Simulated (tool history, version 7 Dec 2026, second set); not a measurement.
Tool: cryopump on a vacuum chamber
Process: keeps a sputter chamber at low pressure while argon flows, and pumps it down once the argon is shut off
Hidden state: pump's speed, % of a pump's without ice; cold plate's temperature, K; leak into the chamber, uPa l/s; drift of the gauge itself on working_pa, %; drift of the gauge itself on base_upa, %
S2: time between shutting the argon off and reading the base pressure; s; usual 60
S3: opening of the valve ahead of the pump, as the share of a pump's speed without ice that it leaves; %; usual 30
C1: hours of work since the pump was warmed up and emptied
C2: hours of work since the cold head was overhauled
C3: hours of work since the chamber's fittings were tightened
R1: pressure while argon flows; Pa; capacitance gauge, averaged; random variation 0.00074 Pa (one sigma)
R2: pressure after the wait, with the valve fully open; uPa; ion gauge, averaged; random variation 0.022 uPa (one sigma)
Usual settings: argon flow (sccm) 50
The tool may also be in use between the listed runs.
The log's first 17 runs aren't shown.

{"run": 18, "hour": 1005.1, "argon flow (sccm)": 50, "S2": 33, "S3": 30, "C1": 606, "C2": 3124, "C3": 1491, "R1": 0.1531, "R2": 1.79}
{"run": 19, "hour": 1079.8, "argon flow (sccm)": 76, "S2": 127, "S3": 30, "C1": 669, "C2": 3186, "C3": 1553, "R1": 0.2352, "R2": 1.14}
{"run": 20, "hour": 1135.0, "argon flow (sccm)": 64, "S2": 60, "S3": 37, "C1": 715, "C2": 3232, "C3": 1599, "R1": 0.1664, "R2": 1.52}
{"run": 21, "hour": 1196.0, "argon flow (sccm)": 50, "S2": 73, "S3": 51, "C1": 765, "C2": 3283, "C3": 1650, "R1": 0.1017, "R2": 1.45}
{"hour": 1239.4, "done": "pump warmed up, emptied and cooled again"}
{"run": 22, "hour": 1260.6, "argon flow (sccm)": 25, "S2": 51, "S3": 27, "C1": 18, "C2": 3332, "C3": 1699, "R1": 0.0772, "R2": 1.34}
{"run": 23, "hour": 1326.4, "argon flow (sccm)": 53, "S2": 112, "S3": 19, "C1": 72, "C2": 3387, "C3": 1754, "R1": 0.2342, "R2": 1.06}
{"run": 24, "hour": 1380.9, "argon flow (sccm)": 69, "S2": 33, "S3": 19, "C1": 118, "C2": 3433, "C3": 1800, "R1": 0.3076, "R2": 1.72}
{"run": 25, "hour": 1413.0, "argon flow (sccm)": 81, "S2": 28, "S3": 28, "C1": 145, "C2": 3459, "C3": 1826, "R1": 0.2463, "R2": 1.97}
{"hour": 1441.0, "done": "leaking fittings of the chamber tightened, without venting"}
{"run": 26, "hour": 1475.0, "argon flow (sccm)": 89, "S2": 60, "S3": 18, "C1": 195, "C2": 3509, "C3": 28, "R1": 0.4173, "R2": 0.73}
{"run": 27, "hour": 1511.0, "argon flow (sccm)": 92, "S2": 182, "S3": 17, "C1": 225, "C2": 3539, "C3": 58, "R1": 0.4565, "R2": 0.38}
{"run": 28, "hour": 1565.5, "argon flow (sccm)": 22, "S2": 60, "S3": 47, "C1": 270, "C2": 3585, "C3": 104, "R1": 0.0416, "R2": 0.7}
{"run": 29, "hour": 1608.1, "argon flow (sccm)": 44, "S2": 60, "S3": 47, "C1": 306, "C2": 3620, "C3": 139, "R1": 0.0848, "R2": 0.81}
{"run": 30, "hour": 1641.8, "argon flow (sccm)": 22, "S2": 260, "S3": 30, "C1": 334, "C2": 3648, "C3": 167, "R1": 0.0641, "R2": 0.42}
{"run": 31, "hour": 1709.9, "argon flow (sccm)": 60, "S2": 21, "S3": 30, "C1": 390, "C2": 3705, "C3": 224, "R1": 0.1772, "R2": 1.85}
{"run": 32, "hour": 1746.6, "argon flow (sccm)": 63, "S2": 108, "S3": 32, "C1": 421, "C2": 3736, "C3": 255, "R1": 0.1749, "R2": 0.61}
{"run": 33, "hour": 1779.8, "argon flow (sccm)": 26, "S2": 125, "S3": 32, "C1": 449, "C2": 3763, "C3": 282, "R1": 0.0727, "R2": 0.58}
{"run": 34, "hour": 1823.1, "argon flow (sccm)": 74, "S2": 299, "S3": 18, "C1": 485, "C2": 3799, "C3": 318, "R1": 0.3569, "R2": 0.47}

3 ways to go on from here, each from the tool as it stands after run 34. What would each give?
{"run": "A", "hour": 1885.5, "argon flow (sccm)": 51, "S2": 37, "S3": 30, "C1": 537, "C2": 3851, "C3": 370, "R1": "?", "R2": "?"}
{"run": "B", "hour": 1885.5, "argon flow (sccm)": 42, "S2": 60, "S3": 16, "C1": 537, "C2": 3851, "C3": 370, "R1": "?", "R2": "?"}
{"run": "C", "hour": 1885.5, "argon flow (sccm)": 50, "S2": 73, "S3": 30, "C1": 537, "C2": 3851, "C3": 370, "R1": "?", "R2": "?"}

run=A R1=0.1537 R2=1.29
run=B R1=0.2284 R2=0.92
run=C R1=0.15 R2=0.84
Without the tool's hidden state the same runs would have given:
run=A R1=0.14 R2=1.05
run=B R1=0.217 R2=0.68
run=C R1=0.1366 R2=0.6
